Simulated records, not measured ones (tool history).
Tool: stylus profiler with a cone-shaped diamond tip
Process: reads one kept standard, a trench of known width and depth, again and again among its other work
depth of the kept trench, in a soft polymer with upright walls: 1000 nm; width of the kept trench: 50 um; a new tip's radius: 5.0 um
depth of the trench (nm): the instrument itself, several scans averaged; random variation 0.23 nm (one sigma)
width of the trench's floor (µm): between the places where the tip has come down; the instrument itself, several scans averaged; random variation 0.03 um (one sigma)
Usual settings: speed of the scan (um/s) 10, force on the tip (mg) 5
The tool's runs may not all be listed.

| run | hour | speed of the scan (um/s) | force on the tip (mg) | depth of the trench (nm) | width of the trench's floor (µm) |
|---|---|---|---|---|---|
| 1 | 0 | 10 | 5 | 1010.96 | 43.96 |
| 2 | 71.6 | 23 | 5 | 1011.32 | 43.94 |
| 3 | 184.3 | 23 | 5 | 1011.12 | 43.89 |
| 4 | 306.3 | 23 | 5 | 1011.04 | 43.95 |
| 5 | 372.6 | 23 | 5 | 1010.97 | 43.95 |
| 6 | 443.6 | 23 | 5 | 1011.42 | 43.94 |
| 7 | 532.7 | 10 | 5.19 | 1011.72 | 43.96 |
| 8 | 617.3 | 10 | 5.19 | 1011.61 | 43.94 |
| 9 | 704.5 | 12 | 5.19 | 1011.58 | 43.96 |
| 10 | 796.8 | 12 | 5.19 | 1011.44 | 43.95 |
| 11 | 875.2 | 12 | 5.19 | 1011.44 | 43.92 |
| 12 | 977.7 | 12 | 5.19 | 1011.56 | 43.91 |
| 13 | 1057.2 | 35 | 5 | 1011.27 | 43.88 |
| 14 | 1119.6 | 5 | 5 | 1011.02 | 43.94 |
| 15 | 1246 | 5 | 5 | 1011.06 | 43.98 |
| 16 | 1369.2 | 10 | 5 | 1011.24 | 43.96 |
| 17 | 1489.2 | 10 | 5 | 1011.57 | 43.93 |
| 18 | 1553.9 | 6 | 5 | 1011.67 | 44.01 |
| 19 | 1666.1 | 10 | 14.04 | 1022.37 | 43.94 |
| 20 | 1752.8 | 10 | 14.04 | 1022.59 | 44.01 |
| 21 | 1842 | 29 | 5 | 1010.99 | 43.94 |
| 22 | 1911.7 | 29 | 7.03 | 1013.81 | 43.89 |
| 23 | 2022.7 | 10 | 5 | 1011.45 | 43.93 |
| 24 | 2088.3 | 10 | 5 | 1011.15 | 43.93 |
| 25 | 2175.4 | 14 | 3.92 | 1009.59 | 43.93 |
| 26 | 2249.6 | 2 | 4.59 | 1010.87 | 44.05 |
| 27 | 2305.9 | 4 | 5.65 | 1011.85 | 43.98 |
|  | 2350.2 | new tip fitted, height scale calibrated |
| 28 | 2358.8 | 7 | 5.65 | 1012.45 | 43.98 |
| 29 | 2463.5 | 18 | 6.39 | 1013.31 | 43.95 |
| 30 | 2585.7 | 18 | 6.39 | 1013.23 | 43.95 |
| 31 | 2689 | 18 | 6.39 | 1013.03 | 43.95 |
| 32 | 2777.1 | 3 | 4.65 | 1010.81 | 43.93 |
| 33 | 2881 | 7 | 4.11 | 1009.68 | 43.99 |
| 34 | 2959 | 7 | 4.11 | 1009.89 | 43.93 |
| 35 | 3013.5 | 2 | 3.78 | 1009.57 | 43.96 |
| 36 | 3070.7 | 9 | 5.4 | 1011.95 | 43.97 |
| 37 | 3177.2 | 9 | 5.4 | 1011.58 | 43.92 |
| 38 | 3236.8 | 10 | 7.2 | 1014.42 | 43.95 |
| 39 | 3311.1 | 10 | 7.2 | 1014.64 | 43.95 |
| 40 | 3403.6 | 28 | 8.15 | 1015.57 | 43.95 |
| 41 | 3511.2 | 4 | 2.09 | 1006.34 | 43.97 |
| 42 | 3629 | 4 | 2.09 | 1006.31 | 44.02 |
| 43 | 3743.6 | 12 | 13.9 | 1022.12 | 43.97 |
| 44 | 3860.4 | 28 | 3.14 | 1007.94 | 43.81 |
| 45 | 3959.6 | 22 | 5.88 | 1012.2 | 43.91 |

5 ways to go on from here, each from the tool as it stands after run 45. What would each give?
| A | 4024.8 | 2 | 5 | ? | ? |
| B | 4024.8 | 11 | 5.88 | ? | ? |
| C | 4024.8 | 24 | 2.18 | ? | ? |
| D | 4024.8 | 27 | 1.75 | ? | ? |
| E | 4024.8 | 6 | 8.14 | ? | ? |

| run | depth of the trench (nm) | width of the trench's floor (µm) |
|---|---|---|
| A | 1011.23 | 43.98 |
| B | 1012.47 | 43.95 |
| C | 1006.44 | 43.83 |
| D | 1005.27 | 43.83 |
| E | 1015.58 | 43.97 |
Without the tool's hidden state the same runs would have given:
| run | depth of the trench (nm) | width of the trench's floor (µm) |
|---|---|---|
| A | 1011.24 | 43.99 |
| B | 1012.48 | 43.96 |
| C | 1006.45 | 43.84 |
| D | 1005.28 | 43.84 |
| E | 1015.59 | 43.98 |
